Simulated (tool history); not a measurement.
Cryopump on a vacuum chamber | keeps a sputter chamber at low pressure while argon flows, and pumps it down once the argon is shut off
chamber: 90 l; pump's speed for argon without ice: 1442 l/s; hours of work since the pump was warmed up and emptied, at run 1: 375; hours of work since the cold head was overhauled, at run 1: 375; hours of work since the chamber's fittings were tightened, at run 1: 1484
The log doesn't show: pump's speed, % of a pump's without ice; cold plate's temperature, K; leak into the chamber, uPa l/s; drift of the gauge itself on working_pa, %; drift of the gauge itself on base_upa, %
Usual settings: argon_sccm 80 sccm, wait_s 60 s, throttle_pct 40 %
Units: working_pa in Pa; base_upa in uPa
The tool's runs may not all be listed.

run,hour,argon_sccm,wait_s,throttle_pct,hours of work since the pump was warmed up and emptied,hours of work since the cold head was overhauled,hours of work since the chamber's fittings were tightened,working_pa,base_upa
1,0,80,60,40,375,375,1484,0.2444,1.61
2,15.4,80,60,40,387,387,1496,0.2462,1.63
3,29.6,80,60,40,399,399,1507,0.2463,1.6
4,38.8,80,60,40,406,406,1514,0.2461,1.64
5,54.8,80,60,40,418,418,1527,0.2464,1.63
6,72.4,80,60,40,432,432,1541,0.2465,1.65
7,85,80,60,40,442,442,1550,0.2488,1.69
8,105.8,80,60,40,458,458,1567,0.2491,1.58
9,117.8,58,240,16,467,467,1576,0.4319,0.76
10,126.9,54,60,33,474,474,1583,0.2008,1.7
11,146.4,44,154,41,490,490,1598,0.1324,0.92
12,155.7,45,60,47,497,497,1606,0.1207,1.6
13,165.3,45,60,47,504,504,1613,0.1203,1.61
14,184.1,46,22,29,519,519,1628,0.1953,3.68
15,203,32,22,29,534,534,1642,0.1363,3.78
16,223.6,32,22,29,550,550,1658,0.1356,3.67

Forecast each of these 5 alternatives for the next run:
A,237.2,94,144,16,560,560,1669,?,?
B,237.2,32,22,29,560,560,1669,?,?
C,237.2,80,60,40,560,560,1669,?,?
D,237.2,42,140,29,560,560,1669,?,?
E,237.2,32,22,56,560,560,1669,?,?

run,working_pa,base_upa
A,0.705,0.98
B,0.1357,3.66
C,0.2502,1.63
D,0.1794,0.99
E,0.074,3.69
Without the tool's hidden state the same runs would have given:
run,working_pa,base_upa
A,0.6861,0.69
B,0.1292,3.38
C,0.2341,1.36
D,0.1709,0.71
E,0.0674,3.4

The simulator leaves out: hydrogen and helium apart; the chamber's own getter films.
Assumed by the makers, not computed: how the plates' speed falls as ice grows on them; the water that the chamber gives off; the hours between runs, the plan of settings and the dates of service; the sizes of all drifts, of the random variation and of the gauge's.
